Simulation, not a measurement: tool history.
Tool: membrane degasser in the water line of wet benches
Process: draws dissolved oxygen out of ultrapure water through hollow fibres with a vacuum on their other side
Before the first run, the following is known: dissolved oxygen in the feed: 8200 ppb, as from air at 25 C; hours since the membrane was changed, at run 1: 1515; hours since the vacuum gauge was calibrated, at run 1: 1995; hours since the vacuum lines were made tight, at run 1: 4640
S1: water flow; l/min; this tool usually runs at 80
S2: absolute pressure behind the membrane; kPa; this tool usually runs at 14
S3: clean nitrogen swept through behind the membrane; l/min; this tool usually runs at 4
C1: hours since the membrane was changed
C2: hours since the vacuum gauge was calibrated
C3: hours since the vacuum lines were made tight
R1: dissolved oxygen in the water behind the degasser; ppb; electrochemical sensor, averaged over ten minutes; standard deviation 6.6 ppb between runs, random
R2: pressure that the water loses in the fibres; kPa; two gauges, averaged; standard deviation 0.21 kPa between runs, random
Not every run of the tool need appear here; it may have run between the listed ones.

Run 1, hour 0: usual settings; C1 1515; C2 1995; C3 4640. Result: R1 659.3 ppb, R2 51.23 kPa.
Run 2, hour 44.4: usual settings but S2 21.5 kPa; C1 1559; C2 2040; C3 4684. Result: R1 915.9 ppb, R2 51.28 kPa.
Run 3, hour 86.8: usual settings but S2 21.5 kPa; C1 1602; C2 2082; C3 4726. Result: R1 958.3 ppb, R2 51.45 kPa.
Run 4, hour 131.5: usual settings; C1 1646; C2 2127; C3 4771. Result: R1 667.9 ppb, R2 51.05 kPa.
Run 5, hour 163: usual settings; C1 1678; C2 2158; C3 4803. Result: R1 657.4 ppb, R2 51.19 kPa.
Run 6, hour 216.3: usual settings; C1 1731; C2 2212; C3 4856. Result: R1 661.9 ppb, R2 51.42 kPa.
Run 7, hour 270.5: usual settings; C1 1785; C2 2266; C3 4910. Result: R1 666.1 ppb, R2 51.32 kPa.
Run 8, hour 328.1: usual settings but S3 5.73 l/min; C1 1843; C2 2324; C3 4968. Result: R1 534.1 ppb, R2 51.06 kPa.
Run 9, hour 386.3: usual settings but S1 60 l/min; C1 1901; C2 2382; C3 5026. Result: R1 438.9 ppb, R2 38.93 kPa.
Run 10, hour 413.5: usual settings but S1 60 l/min; C1 1928; C2 2409; C3 5053. Result: R1 449.3 ppb, R2 38.69 kPa.
Run 11, hour 444.6: usual settings but S2 14.6 kPa; C1 1959; C2 2440; C3 5084. Result: R1 683.9 ppb, R2 51.51 kPa.
Run 12, hour 482.6: usual settings but S2 14.6 kPa; C1 1997; C2 2478; C3 5122. Result: R1 693.9 ppb, R2 51.13 kPa.
Run 13, hour 525.4: usual settings but S2 10.3 kPa; C1 2040; C2 2521; C3 5165. Result: R1 519.9 ppb, R2 51.86 kPa.
Run 14, hour 574.5: usual settings but S2 10.3 kPa; C1 2089; C2 2570; C3 5214. Result: R1 520.8 ppb, R2 51.74 kPa.
Run 15, hour 619: usual settings but S2 10.3 kPa; C1 2134; C2 2614; C3 5259. Result: R1 507.5 ppb, R2 51.99 kPa.
Run 16, hour 648.1: usual settings but S2 33.4 kPa; C1 2163; C2 2644; C3 5288. Result: R1 1359.2 ppb, R2 51.83 kPa.
At hour 670: seals of the vacuum lines changed.
Run 17, hour 698: usual settings but S2 11.5 kPa; C1 2211; C2 2691; C3 28. Result: R1 568.7 ppb, R2 51.45 kPa.
Run 18, hour 729.8: usual settings but S1 86 l/min, S2 12.4 kPa; C1 2243; C2 2723; C3 60. Result: R1 661.7 ppb, R2 56.08 kPa.
Run 19, hour 776: usual settings but S1 86 l/min, S2 12.4 kPa; C1 2289; C2 2769; C3 106. Result: R1 654.7 ppb, R2 55.9 kPa.
Run 20, hour 817.4: usual settings but S1 58 l/min, S2 14.6 kPa, S3 4.06 l/min; C1 2330; C2 2811; C3 147. Result: R1 441.9 ppb, R2 37.79 kPa.
Run 21, hour 857.8: usual settings but S1 58 l/min, S2 32.4 kPa, S3 6.77 l/min; C1 2371; C2 2851; C3 188. Result: R1 637.5 ppb, R2 38 kPa.
Run 22, hour 893.2: usual settings but S2 30.6 kPa, S3 6.54 l/min; C1 2406; C2 2887; C3 223. Result: R1 894.8 ppb, R2 52.42 kPa.
Run 23, hour 933: usual settings but S2 30.6 kPa, S3 6.54 l/min; C1 2446; C2 2926; C3 263. Result: R1 922 ppb, R2 52.44 kPa.
Run 24, hour 991.1: usual settings but S1 115 l/min, S2 9 kPa, S3 6.54 l/min; C1 2504; C2 2985; C3 321. Result: R1 687 ppb, R2 75.16 kPa.
Run 25, hour 1046.4: usual settings but S1 113 l/min, S2 9 kPa, S3 4.48 l/min; C1 2559; C2 3040; C3 376. Result: R1 729 ppb, R2 73.95 kPa.
Run 26, hour 1084.1: usual settings but S1 82 l/min, S2 17.5 kPa, S3 7.14 l/min; C1 2597; C2 3078; C3 414. Result: R1 586.3 ppb, R2 53.49 kPa.
Run 27, hour 1120.3: usual settings but S1 82 l/min, S2 21.6 kPa, S3 3.92 l/min; C1 2633; C2 3114; C3 450. Result: R1 972.9 ppb, R2 53.8 kPa.
Run 28, hour 1151.3: usual settings but S1 102 l/min, S2 10.5 kPa; C1 2664; C2 3145; C3 481. Result: R1 745.4 ppb, R2 66.87 kPa.
Run 29, hour 1186: usual settings but S1 102 l/min, S2 10.5 kPa; C1 2699; C2 3180; C3 516. Result: R1 727.9 ppb, R2 66.59 kPa.
Run 30, hour 1229.5: usual settings but S1 88 l/min, S3 4.83 l/min; C1 2742; C2 3223; C3 559. Result: R1 683.2 ppb, R2 57.41 kPa.
At hour 1282.8: gauge calibrated.
Run 31, hour 1286: usual settings but S1 88 l/min, S3 4.83 l/min; C1 2799; C2 3279; C3 616. Result: R1 687.2 ppb, R2 56.31 kPa.
Run 32, hour 1335.4: usual settings but S1 66 l/min, S3 5.28 l/min; C1 2848; C2 3329; C3 665. Result: R1 427.7 ppb, R2 42.31 kPa.

For each run, the measured value with the value that run would have given without the tool's hidden condition subtracted. The run-to-run variation is shared by both, the gauge scatter possibly not:
What the log doesn't record here: membrane still open, %; true pressure behind the membrane over the reading, kPa; air that leaks in behind the membrane, l/min; drift of the gauge itself on oxygen_ppb, %; drift of the gauge itself on loss_of_pressure_kpa, %.
run     R2
  1  +0.02
  2  +0.07
  3  +0.12
  4  +0.17
  5  +0.21
  6  +0.27
  7  +0.32
  8  +0.39
  9  +0.35
 10  +0.37
 11  +0.53
 12  +0.56
 13  +0.62
 14  +0.67
 15  +0.72
 16  +0.75
 17   +0.8
 18   +0.9
 19  +0.96
 20  +0.68
 21  +0.72
 22  +1.02
 23  +1.08
 24  +1.63
 25  +1.69
 26  +1.27
 27  +1.31
 28  +1.67
 29  +1.72
 30  +1.54
 31  +0.06
 32  +0.08
R1: at most 1.4 ppb away from the measurement, every run.

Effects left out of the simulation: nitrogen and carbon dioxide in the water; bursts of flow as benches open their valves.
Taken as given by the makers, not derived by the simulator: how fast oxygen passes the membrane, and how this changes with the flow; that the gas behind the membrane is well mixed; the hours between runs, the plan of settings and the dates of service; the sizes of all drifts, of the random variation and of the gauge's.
